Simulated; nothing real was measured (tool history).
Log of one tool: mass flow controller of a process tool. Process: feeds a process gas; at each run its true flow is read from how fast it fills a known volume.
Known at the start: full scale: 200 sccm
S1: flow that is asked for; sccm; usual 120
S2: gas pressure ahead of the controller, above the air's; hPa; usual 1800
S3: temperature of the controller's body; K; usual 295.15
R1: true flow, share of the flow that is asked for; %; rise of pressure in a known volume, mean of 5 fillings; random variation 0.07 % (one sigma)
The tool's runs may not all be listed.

run	hour	S1	S2	S3	R1
1	0.0	120	1800	295.15	100.48
2	151.4	73	1800	295.15	100.37
3	245.6	120	2080	295.15	100.68
4	328.6	120	2080	295.15	100.74
5	445.0	120	2080	295.15	100.89
6	533.3	120	2080	295.15	100.88
7	687.2	120	2080	295.15	100.99
8	766.9	120	2080	295.15	101.08
9	853.6	120	2080	295.15	100.93
10	972.9	120	2080	295.15	101.07
11	1102.5	120	2080	295.15	101.10
12	1237.7	120	1800	304.15	101.11
13	1340.2	120	1800	304.15	101.18
14	1475.7	120	1800	295.15	100.95
15	1629.5	120	1800	295.15	101.15
# hour 1643.8: controller's zero set anew
16	1779.4	120	1800	295.15	101.25
17	1943.5	120	1800	295.15	101.38
18	2111.5	120	1800	295.15	101.30
# hour 2257.7: controller's zero set anew, once more
19	2278.6	120	1660	305.15	100.61
20	2443.3	120	1410	295.15	100.22
21	2607.1	24	1850	299.15	99.89
22	2743.8	24	1440	299.15	99.86
23	2857.5	24	1440	299.15	99.74
24	3023.6	160	1800	300.15	101.40
25	3140.2	122	2650	303.15	101.67
26	3309.6	63	2270	305.15	100.91
27	3459.4	63	1960	302.15	100.66
28	3574.0	63	1960	302.15	100.74
29	3695.0	120	1480	300.15	100.78
30	3789.5	24	1730	300.15	100.80
31	3937.5	120	2130	306.15	101.67
32	4060.1	97	2220	306.15	101.60
33	4222.5	97	2220	306.15	101.59
34	4357.9	53	1560	306.15	101.01
35	4465.5	181	1800	295.15	101.92

Forecast each of these 4 alternatives for the next run:
A	4598.2	120	1640	313.15	?
B	4598.2	181	1490	295.15	?
C	4598.2	117	2070	306.15	?
D	4598.2	58	1800	306.15	?

run	R1
A	101.69
B	101.75
C	101.96
D	101.36
Without the tool's hidden state the same runs would have given:
run	R1
A	99.25
B	99.40
C	99.50
D	98.62
